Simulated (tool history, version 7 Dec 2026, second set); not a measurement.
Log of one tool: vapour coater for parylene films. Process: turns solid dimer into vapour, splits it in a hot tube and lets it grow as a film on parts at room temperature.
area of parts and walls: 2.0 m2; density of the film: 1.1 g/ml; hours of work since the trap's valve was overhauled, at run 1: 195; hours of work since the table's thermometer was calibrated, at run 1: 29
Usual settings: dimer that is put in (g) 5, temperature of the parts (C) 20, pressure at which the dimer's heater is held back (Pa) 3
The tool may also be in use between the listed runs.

run   hour  dimer that is put in (g)  temperature of the parts (C)  pressure at which the dimer's heater is held back (Pa)  hours of work since the trap's valve was overhauled  hours of work since the table's thermometer was calibrated  thickness of the film (nm)
  1      0                         5                            20                                                       3                                                  195                                                          29                        1510
  2   12.8                         5                            16                                                       3                                                  202                                                          36                        1600
  3   22.9                         5                            30                                                       3                                                  207                                                          41                        1260
  4   37.9                         5                            30                                                       3                                                  215                                                          49                        1290
  5   48.8                         5                            20                                                       3                                                  221                                                          55                        1530
  6   63.2                         5                            25                                                       3                                                  229                                                          63                        1380
  7   70.9                         5                            25                                                       3                                                  233                                                          67                        1370
  8   80.4                         5                            20                                                       3                                                  238                                                          72                        1530
  9   96.1                         5                            20                                                    3.22                                                  246                                                          80                        1470
 10    110                         5                            20                                                    3.22                                                  253                                                          87                        1500
 11  118.9                         5                            20                                                    9.81                                                  258                                                          92                        1180
 12  132.6                         5                            20                                                    9.81                                                  265                                                          99                        1170
 13  145.6                         5                            20                                                    9.81                                                  272                                                         106                        1180
 14  157.5                         3                            20                                                       3                                                  278                                                         112                         910
 15  172.1                         3                            20                                                       3                                                  286                                                         120                         910
 16  186.6                         5                            20                                                       3                                                  293                                                         127                        1500
 17  194.6                         5                            20                                                    3.88                                                  298                                                         132                        1420
 18  201.9                         5                            18                                                    3.88                                                  301                                                         135                        1480
 19  210.9                         5                            20                                                       3                                                  306                                                         140                        1500
 20  220.2                         6                            20                                                       3                                                  311                                                         145                        1800
 21  232.2                         5                            20                                                   11.27                                                  317                                                         151                        1160
 22    239                         5                            20                                                       3                                                  321                                                         155                        1510
 23    246                         2                            20                                                       3                                                  325                                                         159                         580
 24  254.7                         2                            20                                                       3                                                  329                                                         163                         600
 25  269.4                         3                            27                                                   11.84                                                  337                                                         171                         590
 26  278.7                         6                            29                                                    4.87                                                  342                                                         176                        1400
 27  286.7                         3                            13                                                       3                                                  346                                                         180                        1020
 28  302.7                         2                            17                                                    4.46                                                  354                                                         188                         570
 29  317.2                         5                            12                                                    3.77                                                  362                                                         196                        1620
 30  325.8                         8                            28                                                    7.39                                                  367                                                         201                        1740
 31  336.6                         2                            24                                                    5.62                                                  372                                                         206                         500
 32  352.4                         2                            20                                                    2.32                                                  381                                                         215                         600
 33  361.3                         2                            20                                                    2.32                                                  385                                                         219                         640
 34  372.6                         3                            20                                                    7.44                                                  391                                                         225                         730
 35    384                         3                            20                                                    7.44                                                  397                                                         231                         740
 36  399.7                         3                            20                                                    7.44                                                  405                                                         239                         730
 37  411.7                         3                            20                                                    7.44                                                  412                                                         246                         740
 38  418.2                         5                            20                                                    3.04                                                  415                                                         249                        1480
 39  434.2                         5                            20                                                    3.04                                                  424                                                         258                        1470
 40  441.9                         4                            15                                                    6.28                                                  428                                                         262                        1110
 41  452.4                         5                            15                                                    6.28                                                  433                                                         267                        1390
 42  460.7                         5                            16                                                   10.66                                                  438                                                         272                        1230
 43  472.4                         7                            27                                                   10.66                                                  444                                                         278                        1430
 44  485.7                         8                            24                                                    2.19                                                  451                                                         285                        2380

4 ways to go on from here, each from the tool as it stands after run 44. What would each give?
  A  497.3                         8                            20                                                    2.24                                                  457                                                         291                           ?
  B  497.3                         6                            24                                                    2.19                                                  457                                                         291                           ?
  C  497.3                         4                            19                                                    7.48                                                  457                                                         291                           ?
  D  497.3                         6                            17                                                   10.97                                                  457                                                         291                           ?

run  thickness of the film (nm)
  A                        2480
  B                        1760
  C                        1000
  D                        1430
Without the tool's hidden state the same runs would have given:
run  thickness of the film (nm)
  A                        2640
  B                        1880
  C                        1070
  D                        1530
